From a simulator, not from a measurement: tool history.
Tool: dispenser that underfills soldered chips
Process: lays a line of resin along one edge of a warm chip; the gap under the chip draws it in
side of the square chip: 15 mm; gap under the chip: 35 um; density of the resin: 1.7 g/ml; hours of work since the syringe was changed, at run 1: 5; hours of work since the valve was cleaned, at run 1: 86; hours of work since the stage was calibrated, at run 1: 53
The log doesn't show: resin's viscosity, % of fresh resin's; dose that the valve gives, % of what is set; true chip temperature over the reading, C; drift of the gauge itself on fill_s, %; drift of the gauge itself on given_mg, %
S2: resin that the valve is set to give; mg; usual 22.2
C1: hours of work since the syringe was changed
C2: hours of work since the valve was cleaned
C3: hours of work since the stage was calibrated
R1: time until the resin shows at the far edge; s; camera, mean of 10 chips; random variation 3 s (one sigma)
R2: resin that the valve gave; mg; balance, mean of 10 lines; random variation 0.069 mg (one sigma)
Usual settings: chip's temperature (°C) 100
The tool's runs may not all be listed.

{"run": 1, "hour": 0.0, "chip's temperature (°C)": 100, "S2": 22.2, "C1": 5, "C2": 86, "C3": 53, "R1": 451.2, "R2": 20.85}
{"hour": 4.0, "done": "dispensing valve cleaned and set on the balance"}
{"run": 2, "hour": 7.7, "chip's temperature (°C)": 100, "S2": 22.2, "C1": 9, "C2": 2, "C3": 57, "R1": 647.7, "R2": 22.18}
{"hour": 9.6, "done": "new syringe of resin"}
{"run": 3, "hour": 14.7, "chip's temperature (°C)": 100, "S2": 22.2, "C1": 3, "C2": 7, "C3": 62, "R1": 385.8, "R2": 22.07}
{"hour": 25.8, "done": "new syringe of resin"}
{"run": 4, "hour": 26.5, "chip's temperature (°C)": 100, "S2": 22.2, "C1": 0, "C2": 14, "C3": 69, "R1": 305.2, "R2": 21.98}
{"run": 5, "hour": 40.7, "chip's temperature (°C)": 111, "S2": 22.2, "C1": 10, "C2": 23, "C3": 78, "R1": 462.1, "R2": 21.76}
{"hour": 42.2, "done": "new syringe of resin"}
{"run": 6, "hour": 47.2, "chip's temperature (°C)": 100, "S2": 26.3, "C1": 3, "C2": 27, "C3": 82, "R1": 377.0, "R2": 26.05}
{"run": 7, "hour": 54.7, "chip's temperature (°C)": 100, "S2": 22.9, "C1": 8, "C2": 32, "C3": 87, "R1": 573.2, "R2": 22.53}
{"hour": 58.4, "done": "new syringe of resin"}
{"run": 8, "hour": 64.0, "chip's temperature (°C)": 100, "S2": 22.9, "C1": 4, "C2": 38, "C3": 93, "R1": 388.5, "R2": 22.32}
{"hour": 75.2, "done": "new syringe of resin"}
{"run": 9, "hour": 77.7, "chip's temperature (°C)": 105, "S2": 22.1, "C1": 2, "C2": 47, "C3": 102, "R1": 280.7, "R2": 21.47}
{"hour": 91.5, "done": "new syringe of resin"}
{"run": 10, "hour": 92.9, "chip's temperature (°C)": 103, "S2": 19.5, "C1": 1, "C2": 57, "C3": 111, "R1": 284.1, "R2": 18.75}
{"run": 11, "hour": 101.4, "chip's temperature (°C)": 103, "S2": 19.5, "C1": 6, "C2": 62, "C3": 117, "R1": 461.5, "R2": 18.69}
{"hour": 107.3, "done": "new syringe of resin"}
{"run": 12, "hour": 115.2, "chip's temperature (°C)": 103, "S2": 19.5, "C1": 5, "C2": 71, "C3": 126, "R1": 418.6, "R2": 18.51}
{"hour": 124.0, "done": "new syringe of resin"}
{"run": 13, "hour": 128.3, "chip's temperature (°C)": 100, "S2": 25.6, "C1": 3, "C2": 79, "C3": 134, "R1": 365.4, "R2": 24.01}

How the hidden state differs across the entries between the runs, from the last listed run before each to the first after it:
Between runs 1 and 2: dispensing valve cleaned and set on the balance (hour 4.0)
  resin's viscosity, % of fresh resin's: 152.5 -> 219.2; dose that the valve gives, % of what is set: 93.63 -> 100.19; true chip temperature over the reading, C: 0.33 -> 0.34
  measured less the result without the state, R1: +154.3 -> +348.9 s; R2: -1.41 -> +0.04 mg
Between runs 2 and 3: new syringe of resin (hour 9.6)
  resin's viscosity, % of fresh resin's: 219.2 -> 130.6; dose that the valve gives, % of what is set: 100.19 -> 99.82; true chip temperature over the reading, C: 0.34 -> 0.35
  measured less the result without the state, R1: +348.9 -> +87.0 s; R2: +0.04 -> -0.04 mg
Between runs 3 and 4: new syringe of resin (hour 25.8)
  resin's viscosity, % of fresh resin's: 130.6 -> 103.4; dose that the valve gives, % of what is set: 99.82 -> 99.27; true chip temperature over the reading, C: 0.35 -> 0.37
  measured less the result without the state, R1: +87.0 -> +6.6 s; R2: -0.04 -> -0.16 mg
Between runs 5 and 6: new syringe of resin (hour 42.2)
  resin's viscosity, % of fresh resin's: 223.2 -> 131.5; dose that the valve gives, % of what is set: 98.56 -> 98.23; true chip temperature over the reading, C: 0.4 -> 0.41
  measured less the result without the state, R1: +252.6 -> +86.5 s; R2: -0.32 -> -0.47 mg
Between runs 7 and 8: new syringe of resin (hour 58.4)
  resin's viscosity, % of fresh resin's: 196.4 -> 134.1; dose that the valve gives, % of what is set: 97.85 -> 97.47; true chip temperature over the reading, C: 0.42 -> 0.43
  measured less the result without the state, R1: +277.6 -> +95.3 s; R2: -0.49 -> -0.59 mg
Between runs 8 and 9: new syringe of resin (hour 75.2)
  resin's viscosity, % of fresh resin's: 134.1 -> 113.1; dose that the valve gives, % of what is set: 97.47 -> 96.79; true chip temperature over the reading, C: 0.43 -> 0.45
  measured less the result without the state, R1: +95.3 -> +29.8 s; R2: -0.59 -> -0.72 mg
Between runs 9 and 10: new syringe of resin (hour 91.5)
  resin's viscosity, % of fresh resin's: 113.1 -> 107; dose that the valve gives, % of what is set: 96.79 -> 96.05; true chip temperature over the reading, C: 0.45 -> 0.48
  measured less the result without the state, R1: +29.8 -> +16.6 s; R2: -0.72 -> -0.78 mg
Between runs 11 and 12: new syringe of resin (hour 107.3)
  resin's viscosity, % of fresh resin's: 169.3 -> 152.3; dose that the valve gives, % of what is set: 95.64 -> 94.96; true chip temperature over the reading, C: 0.49 -> 0.51
  measured less the result without the state, R1: +186.7 -> +142.0 s; R2: -0.85 -> -0.98 mg
Between runs 12 and 13: new syringe of resin (hour 124.0)
  resin's viscosity, % of fresh resin's: 152.3 -> 126.2; dose that the valve gives, % of what is set: 94.96 -> 94.38; true chip temperature over the reading, C: 0.51 -> 0.53
  measured less the result without the state, R1: +142.0 -> +71.6 s; R2: -0.98 -> -1.43 mg
